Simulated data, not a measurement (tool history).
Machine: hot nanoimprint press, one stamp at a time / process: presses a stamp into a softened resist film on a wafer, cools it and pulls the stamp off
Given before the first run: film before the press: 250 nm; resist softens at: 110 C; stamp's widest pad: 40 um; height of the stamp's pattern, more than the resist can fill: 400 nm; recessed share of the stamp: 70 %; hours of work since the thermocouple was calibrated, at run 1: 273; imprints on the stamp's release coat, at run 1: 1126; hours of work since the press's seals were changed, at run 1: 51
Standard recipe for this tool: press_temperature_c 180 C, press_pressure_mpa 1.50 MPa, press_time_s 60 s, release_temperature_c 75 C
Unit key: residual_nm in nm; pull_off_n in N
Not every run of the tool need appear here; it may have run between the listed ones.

| run | hour | press_temperature_c | press_pressure_mpa | press_time_s | release_temperature_c | hours of work since the thermocouple was calibrated | imprints on the stamp's release coat | hours of work since the press's seals were changed | residual_nm | pull_off_n |
|---|---|---|---|---|---|---|---|---|---|---|
| 1 | 0.0 | 180 | 1.50 | 60 | 75 | 273 | 1126 | 51 | 109.2 | 203 |
| 2 | 10.4 | 180 | 1.50 | 60 | 75 | 277 | 1143 | 56 | 108.9 | 204 |
| 3 | 19.4 | 180 | 1.50 | 60 | 75 | 281 | 1158 | 60 | 108.9 | 197 |
| 4 | 27.6 | 180 | 1.50 | 60 | 75 | 285 | 1171 | 63 | 108.2 | 201 |
| 5 | 32.0 | 180 | 1.50 | 60 | 75 | 287 | 1178 | 65 | 108.2 | 198 |
| 6 | 38.3 | 180 | 1.74 | 60 | 75 | 290 | 1188 | 68 | 100.4 | 208 |
| 7 | 44.1 | 180 | 1.74 | 60 | 77 | 292 | 1198 | 71 | 100.4 | 197 |
| 8 | 51.9 | 180 | 1.74 | 60 | 77 | 296 | 1210 | 74 | 100.8 | 201 |
| 9 | 57.5 | 180 | 1.74 | 60 | 77 | 298 | 1219 | 77 | 100.5 | 198 |
| 10 | 65.2 | 180 | 1.74 | 60 | 77 | 302 | 1232 | 80 | 100.4 | 200 |
| 11 | 74.5 | 180 | 1.74 | 60 | 77 | 306 | 1247 | 84 | 99.7 | 191 |
| 12 | 84.1 | 180 | 1.74 | 60 | 77 | 310 | 1262 | 89 | 100.3 | 207 |
| 13 | 89.2 | 187 | 1.74 | 60 | 77 | 313 | 1270 | 91 | 76.4 | 189 |
|  | 93.2 | plate thermocouple calibrated |
| 14 | 101.1 | 187 | 1.74 | 60 | 77 | 4 | 1285 | 95 | 75.5 | 195 |
| 15 | 108.3 | 187 | 1.74 | 60 | 77 | 7 | 1296 | 98 | 75.8 | 198 |
| 16 | 113.4 | 182 | 1.74 | 60 | 73 | 9 | 1305 | 100 | 91.8 | 214 |
| 17 | 118.8 | 180 | 1.50 | 60 | 75 | 11 | 1313 | 103 | 107.3 | 213 |
| 18 | 124.6 | 190 | 2.40 | 43 | 80 | 14 | 1323 | 105 | 63.8 | 181 |
| 19 | 132.2 | 179 | 2.40 | 43 | 80 | 17 | 1335 | 109 | 98.0 | 182 |
| 20 | 140.8 | 179 | 2.40 | 43 | 80 | 21 | 1349 | 113 | 98.1 | 182 |
| 21 | 145.3 | 188 | 2.40 | 57 | 70 | 23 | 1356 | 115 | 61.5 | 236 |
| 22 | 150.6 | 185 | 1.50 | 60 | 68 | 26 | 1365 | 117 | 88.8 | 243 |
|  | 162.3 | plate thermocouple calibrated, once more |
| 23 | 162.9 | 185 | 1.50 | 60 | 68 | 0 | 1380 | 121 | 90.4 | 247 |
| 24 | 169.8 | 185 | 1.50 | 60 | 68 | 3 | 1391 | 124 | 90.4 | 241 |
| 25 | 179.5 | 169 | 2.30 | 90 | 80 | 8 | 1406 | 129 | 119.7 | 189 |
| 26 | 185.3 | 180 | 1.50 | 93 | 69 | 10 | 1416 | 131 | 93.4 | 241 |
| 27 | 196.0 | 180 | 1.50 | 93 | 69 | 15 | 1433 | 136 | 93.8 | 248 |
| 28 | 201.8 | 180 | 1.41 | 99 | 80 | 18 | 1442 | 138 | 94.8 | 184 |
| 29 | 210.3 | 190 | 1.09 | 60 | 75 | 21 | 1456 | 142 | 89.5 | 212 |
| 30 | 217.2 | 190 | 1.09 | 48 | 75 | 25 | 1467 | 145 | 97.7 | 211 |

For each entry between runs, how does the tool's hidden state at the last listed run before it compare with that at the first listed run after it?
Between runs 13 and 14: plate thermocouple calibrated (hour 93.2)
  true temperature over the reading, C: 0.33 -> 0.57; pressure that arrives at the usual setting, %: 99.11 -> 99.09; grip of the stamp's worn release coat, % over a new coat's: 26 -> 26.3
  measured minus no-state result, residual_nm: -0.5 -> -1.1 nm; pull_off_n: +38 -> +39 N
Between runs 22 and 23: plate thermocouple calibrated, once more (hour 162.3)
  true temperature over the reading, C: 0.6 -> 0.14; pressure that arrives at the usual setting, %: 99 -> 98.98; grip of the stamp's worn release coat, % over a new coat's: 28 -> 28.3
  measured minus no-state result, residual_nm: -1.5 -> +0.0 nm; pull_off_n: +50 -> +54 N
